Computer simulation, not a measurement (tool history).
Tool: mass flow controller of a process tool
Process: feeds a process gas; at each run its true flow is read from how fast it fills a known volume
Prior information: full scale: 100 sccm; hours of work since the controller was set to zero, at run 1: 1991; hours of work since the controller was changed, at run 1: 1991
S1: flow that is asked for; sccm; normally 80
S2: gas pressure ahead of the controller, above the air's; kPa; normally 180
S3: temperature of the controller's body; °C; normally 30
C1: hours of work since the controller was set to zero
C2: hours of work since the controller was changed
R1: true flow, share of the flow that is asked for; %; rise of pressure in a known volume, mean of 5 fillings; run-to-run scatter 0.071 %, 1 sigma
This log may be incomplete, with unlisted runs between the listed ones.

Run 1, day 0: usual settings; C1 1991; C2 1991. Result: R1 99.49 %.
Run 2, day 5.008: usual settings; C1 2072; C2 2072. Result: R1 99.66 %.
Run 3, day 9.979: usual settings; C1 2153; C2 2153. Result: R1 99.75 %.
Run 4, day 14.588: usual settings but S1 49 sccm; C1 2228; C2 2228. Result: R1 98.86 %.
Run 5, day 18.938: usual settings but S1 49 sccm; C1 2298; C2 2298. Result: R1 98.88 %.
Run 6, day 23.9: usual settings; C1 2379; C2 2379. Result: R1 99.79 %.
Run 7, day 26.596: usual settings; C1 2423; C2 2423. Result: R1 99.77 %.
Run 8, day 30.029: usual settings; C1 2479; C2 2479. Result: R1 99.79 %.
Run 9, day 34.212: usual settings; C1 2546; C2 2546. Result: R1 99.9 %.
Run 10, day 37.812: usual settings but S1 83 sccm; C1 2605; C2 2605. Result: R1 100.02 %.
Run 11, day 41.517: usual settings but S1 83 sccm; C1 2665; C2 2665. Result: R1 100 %.
Run 12, day 43.825: usual settings but S1 83 sccm; C1 2703; C2 2703. Result: R1 100.04 %.
Run 13, day 46.721: usual settings but S1 83 sccm; C1 2750; C2 2750. Result: R1 100.11 %.
Run 14, day 51.562: usual settings but S1 83 sccm; C1 2828; C2 2828. Result: R1 100.12 %.
Run 15, day 54.454: usual settings but S3 34 °C; C1 2875; C2 2875. Result: R1 100.12 %.
Run 16, day 57.667: usual settings but S3 34 °C; C1 2927; C2 2927. Result: R1 100.24 %.
Run 17, day 60.621: usual settings but S3 34 °C; C1 2975; C2 2975. Result: R1 100.23 %.
Run 18, day 62.9: usual settings but S2 213 kPa; C1 3012; C2 3012. Result: R1 100.06 %.
Run 19, day 66.158: usual settings but S2 201 kPa; C1 3065; C2 3065. Result: R1 100.09 %.
Run 20, day 69.638: usual settings; C1 3122; C2 3122. Result: R1 100.06 %.
Run 21, day 74.162: usual settings; C1 3195; C2 3195. Result: R1 100.14 %.
Run 22, day 77.667: usual settings; C1 3252; C2 3252. Result: R1 100.18 %.
Run 23, day 80.333: usual settings; C1 3295; C2 3295. Result: R1 100.23 %.
Run 24, day 84.646: usual settings; C1 3365; C2 3365. Result: R1 100.23 %.
Run 25, day 88.396: usual settings; C1 3426; C2 3426. Result: R1 100.2 %.
Run 26, day 91.746: usual settings but S2 267 kPa; C1 3481; C2 3481. Result: R1 100.43 %.
Run 27, day 95.488: usual settings but S1 12 sccm, S2 165 kPa, S3 27 °C; C1 3541; C2 3541. Result: R1 98.52 %.
Run 28, day 97.646: usual settings but S1 12 sccm, S2 165 kPa, S3 27 °C; C1 3576; C2 3576. Result: R1 98.52 %.
At day 98.029: gauge calibrated.
Run 29, day 102.092: usual settings but S1 94 sccm, S2 165 kPa, S3 27 °C; C1 3649; C2 3649. Result: R1 99.91 %.
Run 30, day 104.492: usual settings but S1 12 sccm, S2 185 kPa, S3 33 °C; C1 3687; C2 3687. Result: R1 97.9 %.
Run 31, day 107.738: usual settings but S1 12 sccm, S2 238 kPa, S3 33 °C; C1 3740; C2 3740. Result: R1 98.12 %.
Run 32, day 110.858: usual settings but S1 16 sccm, S2 190 kPa, S3 38 °C; C1 3791; C2 3791. Result: R1 98.24 %.
Run 33, day 114.033: usual settings but S1 26 sccm, S2 201 kPa; C1 3842; C2 3842. Result: R1 98.39 %.
Run 34, day 116.738: usual settings but S1 46 sccm, S2 242 kPa, S3 20 °C; C1 3886; C2 3886. Result: R1 98.81 %.
Run 35, day 120.525: usual settings but S1 46 sccm, S2 242 kPa, S3 20 °C; C1 3948; C2 3948. Result: R1 98.71 %.
Run 36, day 123.833: usual settings but S1 46 sccm, S2 141 kPa, S3 25 °C; C1 4002; C2 4002. Result: R1 98.61 %.
Run 37, day 127.467: usual settings but S1 24 sccm, S3 34 °C; C1 4061; C2 4061. Result: R1 98.49 %.
Run 38, day 130.679: usual settings but S1 24 sccm, S3 34 °C; C1 4113; C2 4113. Result: R1 98.47 %.
Run 39, day 134.379: usual settings but S1 65 sccm; C1 4173; C2 4173. Result: R1 99.54 %.
Run 40, day 137.562: usual settings but S1 53 sccm, S2 165 kPa, S3 34 °C; C1 4224; C2 4224. Result: R1 99.26 %.
Run 41, day 141.429: usual settings but S1 91 sccm, S2 224 kPa, S3 26 °C; C1 4287; C2 4287. Result: R1 100.07 %.
Run 42, day 145.004: usual settings but S1 86 sccm, S2 204 kPa, S3 23 °C; C1 4345; C2 4345. Result: R1 100.02 %.
Run 43, day 148.146: usual settings but S1 86 sccm, S2 204 kPa, S3 23 °C; C1 4396; C2 4396. Result: R1 99.98 %.
Run 44, day 150.75: usual settings but S1 86 sccm, S2 169 kPa, S3 24 °C; C1 4439; C2 4439. Result: R1 99.91 %.
At day 153.588: controller's zero set anew.
Run 45, day 154.725: usual settings but S2 203 kPa; C1 18; C2 4503. Result: R1 100.14 %.
Run 46, day 157.15: usual settings but S1 27 sccm, S2 222 kPa, S3 32 °C; C1 58; C2 4542. Result: R1 98.85 %.
Run 47, day 162.325: usual settings but S1 76 sccm, S2 222 kPa, S3 29 °C; C1 142; C2 4626. Result: R1 99.88 %.
Run 48, day 165.512: usual settings but S1 76 sccm, S2 222 kPa, S3 26 °C; C1 194; C2 4678. Result: R1 99.9 %.

Below are 3 alternative next runs, each starting from the tool's condition after run 48. Predict each:
Run A, day 168.038: usual settings but S1 71 sccm, S2 162 kPa, S3 27 °C; C1 235; C2 4719. Result: R1 ?.
Run B, day 168.038: usual settings but S3 29 °C; C1 235; C2 4719. Result: R1 ?.
Run C, day 168.038: usual settings but S2 249 kPa, S3 31 °C; C1 235; C2 4719. Result: R1 ?.

run      R1
  A   99.79
  B  100.09
  C   100.3
What these runs would have given with no unlogged condition in the tool:
run     R1
  A  99.27
  B  99.56
  C  99.78
